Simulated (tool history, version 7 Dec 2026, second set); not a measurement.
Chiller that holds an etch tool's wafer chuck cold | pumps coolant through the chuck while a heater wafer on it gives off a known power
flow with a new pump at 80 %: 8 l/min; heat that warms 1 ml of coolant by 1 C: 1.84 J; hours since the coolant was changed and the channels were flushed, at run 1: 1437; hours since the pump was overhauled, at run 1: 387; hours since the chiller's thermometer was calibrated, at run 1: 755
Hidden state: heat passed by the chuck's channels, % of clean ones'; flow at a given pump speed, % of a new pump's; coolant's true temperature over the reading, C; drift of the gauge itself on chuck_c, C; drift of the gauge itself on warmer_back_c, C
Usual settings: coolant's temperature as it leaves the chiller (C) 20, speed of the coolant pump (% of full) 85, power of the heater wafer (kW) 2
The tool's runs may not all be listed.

run     day  coolant's temperature as it leaves the chiller (C)  speed of the coolant pump (% of full)  power of the heater wafer (kW)  hours since the coolant was changed and the channels were flushed  hours since the pump was overhauled  hours since the chiller's thermometer was calibrated  chuck's temperature once it has settled (C)  how much warmer the coolant comes back (C)
  1       0                                                  20                                     85                               2                                                               1437                                  387                                                   755                                         36.4                                        7.72
  2   2.942                                                  28                                     85                               2                                                               1508                                  457                                                   826                                         44.5                                        7.69
  3       5                                                  28                                     85                               2                                                               1557                                  507                                                   875                                         44.1                                        7.73
  4   7.675                                                  28                                     85                               2                                                               1621                                  571                                                   940                                         44.6                                         7.8
  5  10.288                                                  28                                     85                               2                                                               1684                                  634                                                  1002                                         44.5                                        7.69
  6  12.479                                                  28                                     85                               2                                                               1736                                  686                                                  1055                                         44.4                                         7.7
  7  14.958                                                  28                                     85                               2                                                               1796                                  746                                                  1114                                         44.3                                         7.7
  8  16.204                                                  20                                     72                               2                                                               1826                                  775                                                  1144                                         39.1                                        9.29
  9  18.929                                                  20                                     85                               2                                                               1891                                  841                                                  1210                                         36.5                                        7.83
 10  20.883                                                  20                                     85                               2                                                               1938                                  888                                                  1257                                         36.4                                        7.79
 11  23.179                                                  20                                     85                               2                                                               1993                                  943                                                  1312                                         36.5                                        7.82
 12  25.958                                                  20                                     85                               2                                                               2060                                 1010                                                  1378                                         36.3                                        7.74
 13    27.3                                                  15                                     85                               2                                                               2092                                 1042                                                  1411                                         31.5                                        7.69
 14  29.179                                                  15                                     85                               2                                                               2137                                 1087                                                  1456                                         31.8                                        7.85
 15  31.933                                                  15                                     85                               2                                                               2203                                 1153                                                  1522                                         31.7                                         7.8
 16  34.429                                                  15                                     85                               2                                                               2263                                 1213                                                  1582                                         31.6                                        7.84
 17   35.65                                                  15                                     65                               2                                                               2293                                 1242                                                  1611                                         36.2                                       10.42
 18  37.808                                                  13                                     95                           1.833                                                               2344                                 1294                                                  1663                                           27                                        6.37
 19  39.104                                                  13                                     95                           1.833                                                               2375                                 1325                                                  1694                                         26.7                                        6.29
 20  40.767                                                  13                                     95                           1.833                                                               2415                                 1365                                                  1734                                         26.7                                        6.42
 21  42.767                                                  13                                     95                           1.833                                                               2463                                 1413                                                  1782                                         27.1                                        6.41
 22  45.779                                                  12                                     85                               2                                                               2536                                 1485                                                  1854                                         28.6                                        7.81
 23  48.492                                                  14                                     85                           1.753                                                               2601                                 1550                                                  1919                                         28.7                                        6.92
 24  50.458                                                  16                                     85                               2                                                               2648                                 1598                                                  1966                                         32.6                                        7.81
 25  53.221                                                  28                                     76                           2.969                                                               2714                                 1664                                                  2033                                         55.4                                       13.22
 26  54.575                                                  20                                     85                           1.355                                                               2747                                 1696                                                  2065                                         31.5                                        5.31
 27  57.442                                                  28                                     65                           1.297                                                               2816                                 1765                                                  2134                                         41.9                                        6.79
 28  60.225                                                  24                                     82                           1.774                                                               2882                                 1832                                                  2201                                         39.4                                        7.27
 29  61.933                                                  30                                     73                            1.52                                                               2923                                 1873                                                  2242                                         44.9                                        7.04
 30      64                                                  23                                     85                               2                                                               2973                                 1923                                                  2291                                         39.9                                        7.94
 31  65.858                                                  30                                     85                           1.362                                                               3018                                 1967                                                  2336                                         41.5                                        5.39
 32  68.742                                                  30                                     85                           1.362                                                               3087                                 2036                                                  2405                                         41.4                                        5.43

3 ways to go on from here, each from the tool as it stands after run 32. What would each give?
  A  71.704                                                  13                                     64                           1.044                                                               3158                                 2107                                                  2476                                            ?                                           ?
  B  71.704                                                  14                                     85                           1.362                                                               3158                                 2107                                                  2476                                            ?                                           ?
  C  71.704                                                  14                                     79                           1.578                                                               3158                                 2107                                                  2476                                            ?                                           ?

run  chuck's temperature once it has settled (C)  how much warmer the coolant comes back (C)
  A                                         24.5                                        5.62
  B                                         25.7                                        5.38
  C                                         28.5                                        6.75
Without the tool's hidden state the same runs would have given:
run  chuck's temperature once it has settled (C)  how much warmer the coolant comes back (C)
  A                                         23.8                                         5.4
  B                                         24.9                                        5.17
  C                                         27.6                                         6.5
